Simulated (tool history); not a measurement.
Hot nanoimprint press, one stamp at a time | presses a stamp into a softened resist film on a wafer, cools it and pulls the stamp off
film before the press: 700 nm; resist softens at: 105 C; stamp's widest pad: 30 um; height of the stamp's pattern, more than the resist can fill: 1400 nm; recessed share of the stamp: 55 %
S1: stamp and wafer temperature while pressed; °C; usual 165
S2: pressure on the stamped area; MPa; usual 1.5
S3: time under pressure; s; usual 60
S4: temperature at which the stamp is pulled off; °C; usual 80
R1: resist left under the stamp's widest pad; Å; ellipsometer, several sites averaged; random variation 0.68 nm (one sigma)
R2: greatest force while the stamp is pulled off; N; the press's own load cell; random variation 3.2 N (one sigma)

{"run": 1, "hour": 0.0, "S1": 165, "S2": 1.5, "S3": 60, "S4": 80, "R1": 3244, "R2": 155}
{"run": 2, "hour": 18.5, "S1": 165, "S2": 1.5, "S3": 60, "S4": 80, "R1": 3236, "R2": 150}
{"run": 3, "hour": 43.5, "S1": 165, "S2": 1.5, "S3": 60, "S4": 80, "R1": 3228, "R2": 152}
{"run": 4, "hour": 59.1, "S1": 165, "S2": 1.5, "S3": 101, "S4": 80, "R1": 2624, "R2": 148}
{"run": 5, "hour": 83.9, "S1": 165, "S2": 1.5, "S3": 101, "S4": 71, "R1": 2615, "R2": 193}
{"run": 6, "hour": 106.8, "S1": 165, "S2": 1.5, "S3": 60, "S4": 80, "R1": 3234, "R2": 153}
{"run": 7, "hour": 128.0, "S1": 161, "S2": 1.5, "S3": 60, "S4": 80, "R1": 4047, "R2": 153}
{"hour": 132.7, "done": "plate thermocouple calibrated"}
{"run": 8, "hour": 147.0, "S1": 165, "S2": 1.5, "S3": 60, "S4": 80, "R1": 3245, "R2": 153}
{"run": 9, "hour": 167.6, "S1": 165, "S2": 1.5, "S3": 60, "S4": 80, "R1": 3234, "R2": 151}
{"run": 10, "hour": 182.8, "S1": 165, "S2": 1.5, "S3": 60, "S4": 87, "R1": 3259, "R2": 123}
{"run": 11, "hour": 205.9, "S1": 165, "S2": 1.5, "S3": 57, "S4": 72, "R1": 3306, "R2": 183}
{"run": 12, "hour": 232.8, "S1": 165, "S2": 1.5, "S3": 57, "S4": 72, "R1": 3318, "R2": 193}
{"run": 13, "hour": 251.9, "S1": 165, "S2": 1.5, "S3": 57, "S4": 72, "R1": 3312, "R2": 188}
{"hour": 266.6, "done": "stamp cleaned and given a new release coat"}
{"run": 14, "hour": 279.5, "S1": 160, "S2": 0.95, "S3": 77, "S4": 76, "R1": 4582, "R2": 166}
{"run": 15, "hour": 303.6, "S1": 172, "S2": 1.5, "S3": 60, "S4": 80, "R1": 2111, "R2": 156}
{"run": 16, "hour": 329.7, "S1": 169, "S2": 1.5, "S3": 60, "S4": 80, "R1": 2548, "R2": 149}
{"run": 17, "hour": 346.1, "S1": 165, "S2": 1.5, "S3": 72, "S4": 80, "R1": 3024, "R2": 149}
{"run": 18, "hour": 363.1, "S1": 163, "S2": 1.36, "S3": 84, "S4": 76, "R1": 3324, "R2": 168}

Forecast each of these 3 alternatives for the next run:
{"run": "A", "hour": 377.5, "S1": 163, "S2": 1.26, "S3": 84, "S4": 67, "R1": "?", "R2": "?"}
{"run": "B", "hour": 377.5, "S1": 160, "S2": 1.5, "S3": 37, "S4": 80, "R1": "?", "R2": "?"}
{"run": "C", "hour": 377.5, "S1": 163, "S2": 1.08, "S3": 42, "S4": 79, "R1": "?", "R2": "?"}

run=A R1=3444 R2=212
run=B R1=4894 R2=152
run=C R1=4567 R2=157
Without the tool's hidden state the same runs would have given:
run=A R1=3444 R2=212
run=B R1=4893 R2=151
run=C R1=4566 R2=157

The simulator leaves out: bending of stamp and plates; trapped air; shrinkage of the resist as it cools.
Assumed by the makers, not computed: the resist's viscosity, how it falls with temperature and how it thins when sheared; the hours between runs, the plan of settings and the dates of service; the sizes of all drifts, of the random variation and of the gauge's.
